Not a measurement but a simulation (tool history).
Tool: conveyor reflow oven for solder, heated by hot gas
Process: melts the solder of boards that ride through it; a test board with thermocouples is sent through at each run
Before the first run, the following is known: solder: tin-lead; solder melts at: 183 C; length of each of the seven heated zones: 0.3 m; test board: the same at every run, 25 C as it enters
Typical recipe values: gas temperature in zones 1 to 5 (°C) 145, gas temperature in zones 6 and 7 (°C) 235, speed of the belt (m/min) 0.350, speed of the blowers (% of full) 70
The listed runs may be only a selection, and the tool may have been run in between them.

run   hour  gas temperature in zones 1 to 5 (°C)  gas temperature in zones 6 and 7 (°C)  speed of the belt (m/min)  speed of the blowers (% of full)  highest temperature of the board (°C)  time above the solder's melting point (s)
  1    0.0                                   145                                    235                      0.350                                70                                  214.5                                       76.4
      19.7  -- flux residue cleaned out of gas plates and filters
  2   22.8                                   145                                    235                      0.350                                70                                  215.8                                       78.1
  3   35.0                                   156                                    235                      0.350                                70                                  218.0                                       87.0
  4   52.3                                   156                                    235                      0.350                                70                                  218.0                                       87.4
  5   62.1                                   156                                    235                      0.337                                70                                  219.2                                       92.4
  6   74.3                                   156                                    235                      0.337                                70                                  219.3                                       92.2
  7   85.5                                   145                                    235                      0.350                                70                                  215.8                                       78.0
  8   96.3                                   145                                    235                      0.350                                70                                  215.5                                       77.7
  9  106.8                                   145                                    235                      0.350                                70                                  215.7                                       78.2
 10  116.4                                   145                                    235                      0.350                                70                                  215.7                                       77.9
     121.8  -- belt drive overhauled, speed set with a stopwatch
 11  132.7                                   145                                    235                      0.350                                70                                  215.7                                       78.5
 12  151.0                                   145                                    235                      0.350                                70                                  215.4                                       77.8
 13  160.4                                   145                                    235                      0.350                                70                                  215.6                                       78.6
 14  169.7                                   145                                    235                      0.408                                70                                  209.7                                       59.2
 15  182.1                                   145                                    235                      0.350                                70                                  215.5                                       78.5
     188.7  -- belt drive overhauled, speed set with a stopwatch, once more
 16  196.9                                   145                                    235                      0.350                                70                                  215.2                                       77.3
 17  212.1                                   145                                    234                      0.282                                70                                  221.4                                      105.6
 18  223.6                                   145                                    231                      0.418                                76                                  207.2                                       54.4
 19  239.3                                   145                                    231                      0.418                                76                                  207.0                                       54.0
 20  251.3                                   145                                    231                      0.418                                76                                  207.1                                       54.3
 21  268.6                                   157                                    235                      0.350                                57                                  214.4                                       82.3
 22  285.0                                   133                                    239                      0.332                                70                                  217.5                                       78.5
 23  294.1                                   133                                    239                      0.332                                70                                  217.7                                       78.3
 24  306.4                                   158                                    224                      0.350                                70                                  209.1                                       77.4
 25  319.6                                   158                                    224                      0.350                                70                                  209.0                                       78.1
 26  333.2                                   145                                    235                      0.369                                76                                  214.6                                       72.3
 27  347.6                                   145                                    235                      0.369                                76                                  214.6                                       71.8
 28  364.5                                   138                                    235                      0.339                                76                                  216.2                                       77.1
 29  376.7                                   133                                    229                      0.350                                70                                  207.1                                       60.7
 30  387.0                                   131                                    230                      0.350                                70                                  207.3                                       60.1
 31  395.7                                   145                                    244                      0.350                                63                                  220.0                                       81.6
 32  410.9                                   136                                    244                      0.301                                63                                  224.0                                       95.7

Branching from run 32: 3 alternative next runs. What would each branch give?
  A  428.8                                   155                                    235                      0.350                                55                                      ?                                          ?
  B  428.8                                   136                                    244                      0.388                                63                                      ?                                          ?
  C  428.8                                   136                                    229                      0.341                                82                                      ?                                          ?

run  highest temperature of the board (°C)  time above the solder's melting point (s)
  A                                  212.6                                       78.7
  B                                  213.0                                       61.1
  C                                  211.7                                       71.1
Without the tool's hidden state the same runs would have given:
run  highest temperature of the board (°C)  time above the solder's melting point (s)
  A                                  212.9                                       79.3
  B                                  213.8                                       62.1
  C                                  212.2                                       72.1
